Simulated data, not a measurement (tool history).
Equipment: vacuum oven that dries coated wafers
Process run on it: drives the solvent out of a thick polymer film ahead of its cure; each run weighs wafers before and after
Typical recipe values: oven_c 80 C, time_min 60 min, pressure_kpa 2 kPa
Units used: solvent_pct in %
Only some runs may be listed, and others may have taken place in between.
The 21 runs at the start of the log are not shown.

| run | hour | oven_c | time_min | pressure_kpa | hours of work since the thermocouples were calibrated | hours of work since the vacuum gauge was cleaned of residue | solvent_pct |
|---|---|---|---|---|---|---|---|
| 22 | 1640.2 | 80 | 83 | 2 | 1298 | 555 | 4.78 |
| 23 | 1746.8 | 86 | 83 | 2 | 1375 | 632 | 3.55 |
| 24 | 1793.5 | 86 | 83 | 2 | 1408 | 666 | 3.7 |
| 25 | 1893 | 80 | 62 | 6.7 | 1480 | 737 | 12.91 |
| 26 | 1974.8 | 84 | 76 | 1.31 | 1539 | 796 | 3.33 |
| 27 | 2026.4 | 87 | 60 | 4.77 | 1576 | 833 | 7.41 |
| 28 | 2070 | 91 | 60 | 2.48 | 1607 | 864 | 3.98 |
| 29 | 2115.5 | 91 | 60 | 2.48 | 1640 | 897 | 3.96 |
|  | 2187.5 | oven's thermocouples calibrated |
| 30 | 2209.9 | 67 | 42 | 7.44 | 16 | 963 | 18.45 |
| 31 | 2310.7 | 83 | 105 | 1.28 | 89 | 1036 | 2.79 |
| 32 | 2406.6 | 80 | 76 | 5.03 | 157 | 1105 | 9.83 |
| 33 | 2511.2 | 66 | 88 | 1.7 | 233 | 1180 | 8.61 |
| 34 | 2582.2 | 90 | 41 | 1.12 | 284 | 1231 | 3.68 |
| 35 | 2639.2 | 95 | 60 | 6.87 | 325 | 1272 | 7.09 |
| 36 | 2723.5 | 76 | 70 | 5.56 | 385 | 1333 | 12.71 |
| 37 | 2808.5 | 66 | 67 | 5.56 | 446 | 1394 | 18.34 |
| 38 | 2902.8 | 82 | 40 | 2.54 | 514 | 1461 | 7.75 |
| 39 | 2994.5 | 82 | 40 | 2.54 | 580 | 1527 | 7.74 |
| 40 | 3040.7 | 75 | 38 | 1.4 | 613 | 1561 | 8.6 |
| 41 | 3098.1 | 94 | 60 | 3.34 | 655 | 1602 | 4.38 |
| 42 | 3157 | 92 | 39 | 2 | 697 | 1644 | 4.61 |
| 43 | 3237.2 | 80 | 94 | 2 | 754 | 1702 | 5.08 |
| 44 | 3323.7 | 77 | 94 | 2 | 817 | 1764 | 6.11 |
| 45 | 3427.3 | 77 | 94 | 2 | 891 | 1838 | 6.09 |
| 46 | 3522.2 | 77 | 94 | 2 | 959 | 1907 | 6.12 |

Consider 4 possible next runs. They are alternatives, not a sequence: every one starts from the tool as it was left by run 46. What does each give?
| A | 3580.1 | 68 | 60 | 6.88 | 1001 | 1948 | ? |
| B | 3580.1 | 73 | 104 | 2 | 1001 | 1948 | ? |
| C | 3580.1 | 73 | 76 | 2 | 1001 | 1948 | ? |
| D | 3580.1 | 83 | 94 | 1.3 | 1001 | 1948 | ? |

| run | solvent_pct |
|---|---|
| A | 18.87 |
| B | 7.34 |
| C | 7.99 |
| D | 3.8 |
Without the tool's unlogged condition, the same runs would have read:
| run | solvent_pct |
|---|---|
| A | 18.6 |
| B | 5.32 |
| C | 6.08 |
| D | 2.44 |
